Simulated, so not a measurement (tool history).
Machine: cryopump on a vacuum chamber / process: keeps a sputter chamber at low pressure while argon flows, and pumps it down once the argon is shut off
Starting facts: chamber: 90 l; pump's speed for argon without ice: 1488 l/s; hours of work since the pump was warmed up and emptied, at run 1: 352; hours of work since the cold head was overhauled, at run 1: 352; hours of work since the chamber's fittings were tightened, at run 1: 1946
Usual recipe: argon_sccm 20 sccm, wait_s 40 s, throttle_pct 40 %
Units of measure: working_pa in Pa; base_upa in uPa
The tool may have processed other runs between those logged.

run,hour,argon_sccm,wait_s,throttle_pct,hours of work since the pump was warmed up and emptied,hours of work since the cold head was overhauled,hours of work since the chamber's fittings were tightened,working_pa,base_upa
1,0.0,20,40,40,352,352,1946,0.0594,3.21
2,16.4,20,40,40,361,361,1955,0.0600,3.21
3,44.0,20,40,40,375,375,1969,0.0583,3.14
4,62.2,20,40,40,384,384,1979,0.0611,3.15
5,93.4,20,40,40,400,400,1995,0.0607,3.16
6,110.2,20,34,40,409,409,2003,0.0605,3.62
7,123.5,20,28,40,416,416,2010,0.0605,3.96
# hour 149.8: leaking fittings of the chamber tightened, without venting
8,154.8,13,40,28,431,431,3,0.0537,2.24
9,181.3,11,88,28,445,445,16,0.0467,1.16
10,200.9,17,25,40,455,455,26,0.0509,3.52
11,226.2,39,97,40,468,468,39,0.1189,1.11

Entry by entry between the runs, the difference in hidden state between the last listed run before and the first listed run after:
Logged between run 7 and run 8: leaking fittings of the chamber tightened, without venting (hour 149.8)
  pump's speed, % of a pump's without ice: 89.2 -> 88.8; leak into the chamber, uPa l/s: 1621 -> 350
  measured less the result without the state, working_pa: +0.0031 -> +0.0021 Pa; base_upa: +1.01 -> +0.07 uPa
